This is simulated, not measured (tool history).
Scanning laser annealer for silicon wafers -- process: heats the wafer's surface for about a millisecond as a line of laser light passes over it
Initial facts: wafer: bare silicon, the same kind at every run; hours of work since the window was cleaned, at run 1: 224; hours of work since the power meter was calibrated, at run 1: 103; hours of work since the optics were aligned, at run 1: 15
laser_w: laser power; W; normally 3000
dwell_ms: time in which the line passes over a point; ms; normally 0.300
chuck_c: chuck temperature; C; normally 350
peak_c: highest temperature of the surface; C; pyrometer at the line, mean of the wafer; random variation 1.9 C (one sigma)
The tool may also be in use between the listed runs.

run	hour	laser_w	dwell_ms	chuck_c	hours of work since the window was cleaned	hours of work since the power meter was calibrated	hours of work since the optics were aligned	peak_c
1	0.0	3000	0.300	350	224	103	15	1157
2	7.1	3000	0.300	350	227	107	19	1156
3	12.4	3000	0.242	350	230	110	21	1063
4	17.7	3000	0.241	350	233	112	24	1065
5	25.6	3000	0.241	350	237	116	28	1063
6	35.3	3000	0.300	350	242	121	33	1153
7	42.0	3000	0.300	350	245	125	37	1154
8	53.1	3050	0.300	350	251	130	42	1169
9	61.9	3050	0.300	350	255	135	47	1170
10	71.1	3231	0.300	350	260	140	51	1238
11	76.1	3000	0.300	350	262	142	54	1153
12	85.3	3000	0.300	350	267	147	59	1154
13	94.6	3000	0.300	350	272	152	63	1152
14	100.4	3000	0.300	350	275	155	66	1149
15	109.5	3000	0.300	350	279	159	71	1152
16	114.3	3084	0.300	337	282	162	73	1167
17	121.3	3084	0.300	337	286	165	77	1168
18	131.9	3078	0.300	330	291	171	82	1157
19	141.9	2777	0.338	361	296	176	87	1131
20	148.2	3148	0.333	334	299	179	91	1236
# hour 153.7: optics aligned, line set to its width
21	160.2	3148	0.333	334	303	183	3	1233
22	168.1	2652	0.344	334	307	187	7	1068
# hour 177.3: optics aligned, line set to its width, once more
23	183.3	2673	0.378	384	312	192	3	1163
24	192.0	2758	0.378	361	316	196	7	1173
25	203.6	2758	0.350	332	322	202	13	1113
26	213.6	2742	0.300	370	327	207	18	1082
27	220.4	2915	0.311	362	331	211	22	1146
28	230.5	2617	0.300	344	336	216	27	1011
29	239.5	2920	0.285	368	341	220	32	1113
30	249.4	3004	0.285	353	346	225	37	1129

Below, each run's measurement less what the same run would have read without the hidden state. Both values contain the same run-to-run variation, but the gauge's scatter may not be the same in both:
Hidden state present: light that passes the window, % of a clean one's; laser's true power over the reading, %; width of the line over the set one, %; drift of the gauge itself on peak_c, C.
run	peak_c
1	-17
2	-17
3	-15
4	-15
5	-15
6	-18
7	-18
8	-19
9	-19
10	-20
11	-19
12	-20
13	-20
14	-19
15	-20
16	-21
17	-21
18	-21
19	-21
20	-24
21	-25
22	-20
23	-21
24	-23
25	-21
26	-20
27	-23
28	-20
29	-22
30	-23

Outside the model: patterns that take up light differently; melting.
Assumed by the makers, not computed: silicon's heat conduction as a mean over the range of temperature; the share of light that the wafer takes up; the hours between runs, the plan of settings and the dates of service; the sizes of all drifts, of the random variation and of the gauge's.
